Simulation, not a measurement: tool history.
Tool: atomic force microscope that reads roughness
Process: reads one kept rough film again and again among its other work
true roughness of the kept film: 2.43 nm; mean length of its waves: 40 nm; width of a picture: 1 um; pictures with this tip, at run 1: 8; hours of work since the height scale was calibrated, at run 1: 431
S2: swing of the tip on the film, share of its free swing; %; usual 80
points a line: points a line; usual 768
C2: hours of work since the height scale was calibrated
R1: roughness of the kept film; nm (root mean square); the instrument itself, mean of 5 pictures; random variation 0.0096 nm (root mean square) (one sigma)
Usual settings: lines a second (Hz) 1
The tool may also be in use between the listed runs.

run 1 hour=0 | lines_a_second_(Hz)=1 S2=80 points_a_line=768 | pictures_with_this_tip=8 C2=431 | R1=2.146
run 2 hour=25.2 | lines_a_second_(Hz)=1 S2=80 points_a_line=768 | pictures_with_this_tip=38 C2=445 | R1=2.088
run 3 hour=42.7 | lines_a_second_(Hz)=1 S2=80 points_a_line=768 | pictures_with_this_tip=60 C2=454 | R1=2.048
run 4 hour=65.9 | lines_a_second_(Hz)=1.51 S2=80 points_a_line=768 | pictures_with_this_tip=88 C2=466 | R1=1.956
run 5 hour=79.2 | lines_a_second_(Hz)=1.72 S2=80 points_a_line=768 | pictures_with_this_tip=104 C2=474 | R1=1.88
run 6 hour=97.7 | lines_a_second_(Hz)=1 S2=76 points_a_line=768 | pictures_with_this_tip=126 C2=483 | R1=1.953
run 7 hour=115.5 | lines_a_second_(Hz)=1 S2=76 points_a_line=768 | pictures_with_this_tip=147 C2=493 | R1=1.917
-- hour=120.7 new tip fitted
run 8 hour=130.3 | lines_a_second_(Hz)=1 S2=80 points_a_line=768 | pictures_with_this_tip=12 C2=501 | R1=2.142
run 9 hour=153.1 | lines_a_second_(Hz)=1 S2=80 points_a_line=768 | pictures_with_this_tip=39 C2=513 | R1=2.106
run 10 hour=166.7 | lines_a_second_(Hz)=1 S2=80 points_a_line=768 | pictures_with_this_tip=55 C2=520 | R1=2.067
run 11 hour=185 | lines_a_second_(Hz)=1 S2=80 points_a_line=768 | pictures_with_this_tip=77 C2=530 | R1=2.035
run 12 hour=208.7 | lines_a_second_(Hz)=1 S2=73 points_a_line=768 | pictures_with_this_tip=106 C2=543 | R1=2.015
run 13 hour=226.2 | lines_a_second_(Hz)=1 S2=73 points_a_line=768 | pictures_with_this_tip=127 C2=552 | R1=1.98
-- hour=249 new tip fitted
run 14 hour=252.5 | lines_a_second_(Hz)=0.74 S2=73 points_a_line=413 | pictures_with_this_tip=4 C2=566 | R1=2.216
run 15 hour=265.8 | lines_a_second_(Hz)=1 S2=81 points_a_line=462 | pictures_with_this_tip=20 C2=573 | R1=2.122
run 16 hour=287.2 | lines_a_second_(Hz)=1.04 S2=63 points_a_line=705 | pictures_with_this_tip=46 C2=584 | R1=2.154
run 17 hour=304.6 | lines_a_second_(Hz)=1.26 S2=80 points_a_line=768 | pictures_with_this_tip=67 C2=594 | R1=2
run 18 hour=317.5 | lines_a_second_(Hz)=1.91 S2=80 points_a_line=768 | pictures_with_this_tip=83 C2=601 | R1=1.898
run 19 hour=338.8 | lines_a_second_(Hz)=1 S2=60 points_a_line=265 | pictures_with_this_tip=108 C2=612 | R1=2.02
run 20 hour=359.8 | lines_a_second_(Hz)=1 S2=70 points_a_line=985 | pictures_with_this_tip=134 C2=623 | R1=1.956
-- hour=376.9 new tip fitted
run 21 hour=379.9 | lines_a_second_(Hz)=1.92 S2=58 points_a_line=849 | pictures_with_this_tip=3 C2=634 | R1=2.229
run 22 hour=394.2 | lines_a_second_(Hz)=0.68 S2=76 points_a_line=450 | pictures_with_this_tip=21 C2=641 | R1=2.178
run 23 hour=416.2 | lines_a_second_(Hz)=0.68 S2=76 points_a_line=450 | pictures_with_this_tip=47 C2=653 | R1=2.135
run 24 hour=432.5 | lines_a_second_(Hz)=0.9 S2=62 points_a_line=276 | pictures_with_this_tip=67 C2=662 | R1=2.124
run 25 hour=453.2 | lines_a_second_(Hz)=0.67 S2=72 points_a_line=333 | pictures_with_this_tip=92 C2=673 | R1=2.069
run 26 hour=463.9 | lines_a_second_(Hz)=0.67 S2=72 points_a_line=333 | pictures_with_this_tip=105 C2=679 | R1=2.033

Some steps in R1 between neighbouring runs. How much of each would the tool show without its hidden state too (settings, what came in, random variation), and how much is left for the hidden state, with any gauge scatter that isn't in both results?
The hidden state here: radius of the tip, nm; height scale over the true one, %; drift of the gauge itself on roughness_nm, %.
Run 7 -> 8: S2 76 -> 80, new tip fitted. R1 +0.225 nm (root mean square): hidden state +0.25, all else -0.025.
Run 13 -> 14: lines a second (Hz) 1 -> 0.74, points a line 768 -> 413, new tip fitted. R1 +0.236 nm (root mean square): hidden state +0.22, all else +0.016.
Run 20 -> 21: lines a second (Hz) 1 -> 1.92, S2 70 -> 58, points a line 985 -> 849, new tip fitted. R1 +0.273 nm (root mean square): hidden state +0.254, all else +0.019.
